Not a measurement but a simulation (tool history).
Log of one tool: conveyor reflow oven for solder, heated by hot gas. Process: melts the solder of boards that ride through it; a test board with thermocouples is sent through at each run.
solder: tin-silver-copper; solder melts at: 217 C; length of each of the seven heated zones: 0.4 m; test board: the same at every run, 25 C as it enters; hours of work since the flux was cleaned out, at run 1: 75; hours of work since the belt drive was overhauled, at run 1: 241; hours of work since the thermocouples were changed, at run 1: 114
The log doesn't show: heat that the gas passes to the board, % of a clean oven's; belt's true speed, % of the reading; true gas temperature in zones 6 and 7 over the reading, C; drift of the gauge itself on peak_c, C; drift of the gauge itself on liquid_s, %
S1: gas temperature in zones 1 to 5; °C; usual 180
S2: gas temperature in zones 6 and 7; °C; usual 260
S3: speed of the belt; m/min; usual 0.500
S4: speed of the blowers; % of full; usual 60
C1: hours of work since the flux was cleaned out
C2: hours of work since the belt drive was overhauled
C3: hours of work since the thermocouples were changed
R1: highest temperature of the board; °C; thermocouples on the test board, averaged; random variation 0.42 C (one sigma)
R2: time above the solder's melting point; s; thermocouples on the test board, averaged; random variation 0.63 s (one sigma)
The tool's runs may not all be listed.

run   hour   S1   S2     S3  S4   C1   C2   C3     R1    R2
  1    0.0  180  260  0.500  60   75  241  114  243.6  64.8
  2    6.7  180  260  0.500  60   79  246  119  244.0  65.1
  3   16.5  180  260  0.500  60   87  254  126  244.4  63.6
  4   29.2  180  260  0.500  60   96  263  136  243.3  65.2
  5   36.5  180  260  0.500  63  101  268  141  244.2  66.7
  6   52.0  180  260  0.500  63  113  280  152  244.3  65.2
  7   59.6  180  260  0.500  63  118  285  158  244.1  66.6
  8   71.8  180  260  0.500  63  127  294  167  244.1  66.8
  9   82.1  180  260  0.500  63  135  302  174  244.6  65.8
 10   89.2  180  260  0.500  63  140  307  180  243.8  65.1
 11   99.5  178  260  0.559  83  147  314  187  243.3  57.3
 12  108.9  194  260  0.500  70  154  321  194  248.0  79.2
 13  124.2  194  260  0.500  70  166  332  205  247.9  78.6
 14  131.8  170  260  0.420  60  171  338  211  246.5  78.3
 15  139.0  170  260  0.420  60  176  343  216  246.7  78.4
 16  153.2  180  261  0.500  75  187  354  227  247.4  69.1

4 ways to go on from here, each from the tool as it stands after run 16. What would each give?
  A  167.7  180  275  0.500  79  197  364  237   ?   ?
  B  167.7  174  250  0.424  75  197  364  237   ?   ?
  C  167.7  168  260  0.472  85  197  364  237   ?   ?
  D  167.7  180  272  0.500  75  197  364  237   ?   ?

run     R1    R2
  A  258.7  80.9
  B  240.1  72.4
  C  247.4  69.8
  D  255.7  77.4
Without the tool's hidden state the same runs would have given:
run     R1    R2
  A  259.5  81.1
  B  240.3  73.1
  C  248.1  70.7
  D  256.5  77.6
